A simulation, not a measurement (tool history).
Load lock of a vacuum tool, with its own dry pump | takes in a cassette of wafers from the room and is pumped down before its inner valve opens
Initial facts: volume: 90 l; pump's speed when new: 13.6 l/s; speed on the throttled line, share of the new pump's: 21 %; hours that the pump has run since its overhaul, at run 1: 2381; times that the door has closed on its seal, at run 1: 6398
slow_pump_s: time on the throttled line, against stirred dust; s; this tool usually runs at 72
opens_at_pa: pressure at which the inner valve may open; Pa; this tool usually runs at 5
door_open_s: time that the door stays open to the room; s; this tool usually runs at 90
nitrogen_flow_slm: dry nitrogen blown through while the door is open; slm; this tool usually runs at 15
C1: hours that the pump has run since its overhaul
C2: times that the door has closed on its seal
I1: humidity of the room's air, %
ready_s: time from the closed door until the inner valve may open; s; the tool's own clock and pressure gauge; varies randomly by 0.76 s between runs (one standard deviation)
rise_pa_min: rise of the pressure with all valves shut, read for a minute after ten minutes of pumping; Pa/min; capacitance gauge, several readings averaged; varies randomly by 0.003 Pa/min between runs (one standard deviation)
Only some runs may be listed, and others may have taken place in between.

{"run": 1, "day": 0.0, "slow_pump_s": 72, "opens_at_pa": 5, "door_open_s": 90, "nitrogen_flow_slm": 15, "C1": 2381, "C2": 6398, "I1": 43.6, "ready_s": 122.5, "rise_pa_min": 0.044}
{"run": 2, "day": 11.242, "slow_pump_s": 72, "opens_at_pa": 5, "door_open_s": 90, "nitrogen_flow_slm": 15, "C1": 2650, "C2": 6775, "I1": 45.9, "ready_s": 122.6, "rise_pa_min": 0.041}
{"run": 3, "day": 17.383, "slow_pump_s": 72, "opens_at_pa": 4, "door_open_s": 90, "nitrogen_flow_slm": 15, "C1": 2798, "C2": 6981, "I1": 46.9, "ready_s": 123.7, "rise_pa_min": 0.045}
{"run": 4, "day": 31.0, "slow_pump_s": 72, "opens_at_pa": 4, "door_open_s": 90, "nitrogen_flow_slm": 15, "C1": 3125, "C2": 7437, "I1": 47.7, "ready_s": 123.2, "rise_pa_min": 0.049}
{"run": 5, "day": 43.888, "slow_pump_s": 72, "opens_at_pa": 4, "door_open_s": 90, "nitrogen_flow_slm": 15, "C1": 3434, "C2": 7869, "I1": 43.6, "ready_s": 125.4, "rise_pa_min": 0.039}
{"run": 6, "day": 54.204, "slow_pump_s": 72, "opens_at_pa": 4, "door_open_s": 90, "nitrogen_flow_slm": 15, "C1": 3681, "C2": 8214, "I1": 42.9, "ready_s": 125.3, "rise_pa_min": 0.043}
{"run": 7, "day": 65.067, "slow_pump_s": 72, "opens_at_pa": 5, "door_open_s": 90, "nitrogen_flow_slm": 15, "C1": 3942, "C2": 8578, "I1": 45.8, "ready_s": 122.9, "rise_pa_min": 0.041}
{"run": 8, "day": 78.779, "slow_pump_s": 63, "opens_at_pa": 5, "door_open_s": 90, "nitrogen_flow_slm": 15, "C1": 4271, "C2": 9038, "I1": 47.0, "ready_s": 115.0, "rise_pa_min": 0.041}
{"run": 9, "day": 90.775, "slow_pump_s": 63, "opens_at_pa": 5, "door_open_s": 90, "nitrogen_flow_slm": 15, "C1": 4559, "C2": 9440, "I1": 43.8, "ready_s": 115.3, "rise_pa_min": 0.041}
{"run": 10, "day": 97.296, "slow_pump_s": 63, "opens_at_pa": 5, "door_open_s": 90, "nitrogen_flow_slm": 15, "C1": 4716, "C2": 9658, "I1": 46.0, "ready_s": 116.8, "rise_pa_min": 0.047}
{"run": 11, "day": 104.467, "slow_pump_s": 144, "opens_at_pa": 5, "door_open_s": 84, "nitrogen_flow_slm": 7, "C1": 4888, "C2": 9898, "I1": 49.8, "ready_s": 179.8, "rise_pa_min": 0.057}
{"run": 12, "day": 114.317, "slow_pump_s": 144, "opens_at_pa": 5, "door_open_s": 84, "nitrogen_flow_slm": 7, "C1": 5124, "C2": 10228, "I1": 43.8, "ready_s": 181.3, "rise_pa_min": 0.045}
{"run": 13, "day": 128.517, "slow_pump_s": 72, "opens_at_pa": 4, "door_open_s": 65, "nitrogen_flow_slm": 12, "C1": 5465, "C2": 10704, "I1": 44.2, "ready_s": 125.2, "rise_pa_min": 0.045}
{"run": 14, "day": 140.946, "slow_pump_s": 72, "opens_at_pa": 6, "door_open_s": 204, "nitrogen_flow_slm": 15, "C1": 5763, "C2": 11121, "I1": 44.4, "ready_s": 122.5, "rise_pa_min": 0.057}
{"run": 15, "day": 149.25, "slow_pump_s": 142, "opens_at_pa": 7, "door_open_s": 90, "nitrogen_flow_slm": 18, "C1": 5963, "C2": 11399, "I1": 47.7, "ready_s": 174.3, "rise_pa_min": 0.043}
{"run": 16, "day": 161.617, "slow_pump_s": 72, "opens_at_pa": 9, "door_open_s": 90, "nitrogen_flow_slm": 15, "C1": 6259, "C2": 11813, "I1": 47.5, "ready_s": 118.9, "rise_pa_min": 0.051}
{"run": 17, "day": 167.883, "slow_pump_s": 60, "opens_at_pa": 9, "door_open_s": 90, "nitrogen_flow_slm": 23, "C1": 6410, "C2": 12023, "I1": 41.6, "ready_s": 110.8, "rise_pa_min": 0.035}
{"run": 18, "day": 179.479, "slow_pump_s": 127, "opens_at_pa": 8, "door_open_s": 30, "nitrogen_flow_slm": 15, "C1": 6688, "C2": 12412, "I1": 43.9, "ready_s": 163.8, "rise_pa_min": 0.03}
{"run": 19, "day": 187.554, "slow_pump_s": 127, "opens_at_pa": 8, "door_open_s": 30, "nitrogen_flow_slm": 15, "C1": 6882, "C2": 12682, "I1": 45.5, "ready_s": 163.6, "rise_pa_min": 0.029}
{"run": 20, "day": 193.588, "slow_pump_s": 72, "opens_at_pa": 5, "door_open_s": 90, "nitrogen_flow_slm": 6, "C1": 7027, "C2": 12884, "I1": 49.4, "ready_s": 123.3, "rise_pa_min": 0.058}

Alternative continuations, all from the tool just after run 20; predict every row:
{"run": "A", "day": 206.517, "slow_pump_s": 106, "opens_at_pa": 6, "door_open_s": 90, "nitrogen_flow_slm": 10, "C1": 7337, "C2": 13317, "I1": 43.1, "ready_s": "?", "rise_pa_min": "?"}
{"run": "B", "day": 206.517, "slow_pump_s": 97, "opens_at_pa": 5, "door_open_s": 90, "nitrogen_flow_slm": 28, "C1": 7337, "C2": 13317, "I1": 46.6, "ready_s": "?", "rise_pa_min": "?"}
{"run": "C", "day": 206.517, "slow_pump_s": 138, "opens_at_pa": 9, "door_open_s": 90, "nitrogen_flow_slm": 27, "C1": 7337, "C2": 13317, "I1": 44.9, "ready_s": "?", "rise_pa_min": "?"}

run=A ready_s=149.3 rise_pa_min=0.050
run=B ready_s=143.7 rise_pa_min=0.033
run=C ready_s=169.7 rise_pa_min=0.039
Take away the tool's hidden state, keep each run's random variation, and the runs would have read:
run=A ready_s=149.3 rise_pa_min=0.049
run=B ready_s=143.7 rise_pa_min=0.033
run=C ready_s=169.7 rise_pa_min=0.038

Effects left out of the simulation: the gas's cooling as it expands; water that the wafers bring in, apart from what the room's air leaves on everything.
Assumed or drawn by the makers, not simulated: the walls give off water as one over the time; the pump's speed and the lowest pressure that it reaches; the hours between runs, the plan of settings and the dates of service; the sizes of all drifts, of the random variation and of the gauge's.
